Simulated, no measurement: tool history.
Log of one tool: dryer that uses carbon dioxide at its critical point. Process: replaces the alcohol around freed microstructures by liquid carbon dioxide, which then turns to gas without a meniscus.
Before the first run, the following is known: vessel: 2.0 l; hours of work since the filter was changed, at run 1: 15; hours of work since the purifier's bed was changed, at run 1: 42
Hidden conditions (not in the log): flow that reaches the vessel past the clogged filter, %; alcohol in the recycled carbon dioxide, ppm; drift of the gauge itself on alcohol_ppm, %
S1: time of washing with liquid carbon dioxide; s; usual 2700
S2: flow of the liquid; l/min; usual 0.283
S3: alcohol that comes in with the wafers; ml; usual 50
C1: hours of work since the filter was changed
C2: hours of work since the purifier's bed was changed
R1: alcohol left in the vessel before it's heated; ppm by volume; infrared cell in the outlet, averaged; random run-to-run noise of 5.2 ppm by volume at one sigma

run 1 day=0 | S1=2700 S2=0.283 S3=50 | C1=15 C2=42 | R1=110
run 2 day=0.196 | S1=2700 S2=0.228 S3=50 | C1=17 C2=44 | R1=317
run 3 day=0.362 | S1=2700 S2=0.228 S3=50 | C1=19 C2=46 | R1=321
run 4 day=0.625 | S1=2700 S2=0.283 S3=110 | C1=22 C2=48 | R1=222
run 5 day=0.883 | S1=2700 S2=0.283 S3=110 | C1=24 C2=51 | R1=239
run 6 day=1.221 | S1=2700 S2=0.283 S3=110 | C1=28 C2=55 | R1=240
run 7 day=1.462 | S1=2700 S2=0.283 S3=110 | C1=30 C2=57 | R1=231
run 8 day=1.846 | S1=2700 S2=0.283 S3=50 | C1=34 C2=61 | R1=111
run 9 day=2.229 | S1=2700 S2=0.283 S3=50 | C1=38 C2=65 | R1=116
run 10 day=2.538 | S1=2700 S2=0.283 S3=50 | C1=41 C2=68 | R1=108
run 11 day=2.767 | S1=2700 S2=0.283 S3=49 | C1=44 C2=70 | R1=121
run 12 day=2.975 | S1=2700 S2=0.283 S3=113 | C1=46 C2=73 | R1=247
run 13 day=3.162 | S1=3660 S2=0.283 S3=113 | C1=48 C2=74 | R1=61
run 14 day=3.521 | S1=2700 S2=0.236 S3=50 | C1=51 C2=78 | R1=293
run 15 day=3.867 | S1=2700 S2=0.283 S3=50 | C1=55 C2=82 | R1=115
run 16 day=4.221 | S1=2700 S2=0.283 S3=50 | C1=59 C2=85 | R1=126
run 17 day=4.542 | S1=2700 S2=0.283 S3=50 | C1=62 C2=89 | R1=122
run 18 day=4.825 | S1=2700 S2=0.283 S3=24 | C1=65 C2=92 | R1=75
run 19 day=5 | S1=2700 S2=0.283 S3=32 | C1=67 C2=93 | R1=84
run 20 day=5.162 | S1=2700 S2=0.283 S3=32 | C1=68 C2=95 | R1=90
run 21 day=5.429 | S1=2700 S2=0.283 S3=32 | C1=71 C2=98 | R1=103
run 22 day=5.692 | S1=2700 S2=0.283 S3=32 | C1=74 C2=100 | R1=79
run 23 day=6 | S1=2700 S2=0.224 S3=32 | C1=77 C2=104 | R1=241
run 24 day=6.392 | S1=2640 S2=0.283 S3=50 | C1=81 C2=108 | R1=143
run 25 day=6.717 | S1=2100 S2=0.237 S3=98 | C1=84 C2=111 | R1=1479

Forecast run 26:
run 26 day=6.896 | S1=2100 S2=0.237 S3=98 | C1=86 C2=113 | R1=?

R1: 1478 ppm by volume
Without the tool's hidden state the same run would have given R1 1364 ppm by volume.
